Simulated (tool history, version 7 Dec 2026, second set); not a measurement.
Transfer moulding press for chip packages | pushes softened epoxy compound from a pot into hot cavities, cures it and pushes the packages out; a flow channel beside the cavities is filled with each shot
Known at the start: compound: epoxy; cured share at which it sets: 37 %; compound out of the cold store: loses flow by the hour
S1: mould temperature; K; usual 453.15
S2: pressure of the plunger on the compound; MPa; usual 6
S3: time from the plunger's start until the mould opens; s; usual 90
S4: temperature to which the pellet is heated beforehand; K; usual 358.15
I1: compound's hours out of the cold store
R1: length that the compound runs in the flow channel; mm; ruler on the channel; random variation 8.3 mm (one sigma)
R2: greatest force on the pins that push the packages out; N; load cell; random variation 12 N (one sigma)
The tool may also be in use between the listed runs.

run   hour      S1  S2   S3      S4    I1    R1    R2
  1    0.0  453.15   6   90  358.15  26.6   935   842
      53.2  -- cavities cleaned with cleaning compound and waxed
  2   60.2  453.15   6   90  358.15   9.2   988   678
  3  115.9  453.15   6   74  358.15  27.9   917  1393
  4  150.5  453.15   6   90  358.15  13.2   983  1000
     155.2  -- cavities cleaned with cleaning compound and waxed
  5  196.7  457.15   6   90  358.15  18.2   941   705
  6  250.4  457.15   6   90  358.15  30.1   875   833
     257.2  -- cavities cleaned with cleaning compound and waxed
  7  281.1  449.15   6   90  358.15  45.0   847   874
  8  333.0  453.15   6   90  358.15  21.5   917   956
     353.2  -- mould's thermocouples calibrated
     361.2  -- cavities cleaned with cleaning compound and waxed
  9  382.5  453.15   6   90  358.15  22.7   907   764
     398.8  -- plunger's sealing rings changed
 10  444.1  453.15   6   90  358.15  10.1  1046  1051
     467.7  -- cavities cleaned with cleaning compound and waxed
 11  501.4  453.15   6  117  358.15  28.1   945   591
 12  545.5  453.15   6   90  358.15  46.2   867   918
     570.5  -- cavities cleaned with cleaning compound and waxed
 13  578.8  453.15   6   90  358.15  28.6   943   724
     634.7  -- mould's thermocouples calibrated, once more
 14  634.7  453.15   6   90  358.15  20.4   956   834

Forecast run 15:
     678.3  -- cavities cleaned with cleaning compound and waxed
 15  695.3  453.15   6  105  350.15  47.1   ?   ?

R1: 854 mm
R2: 573 N
Without the tool's hidden state the same run would have given R1 887 mm, R2 474 N.
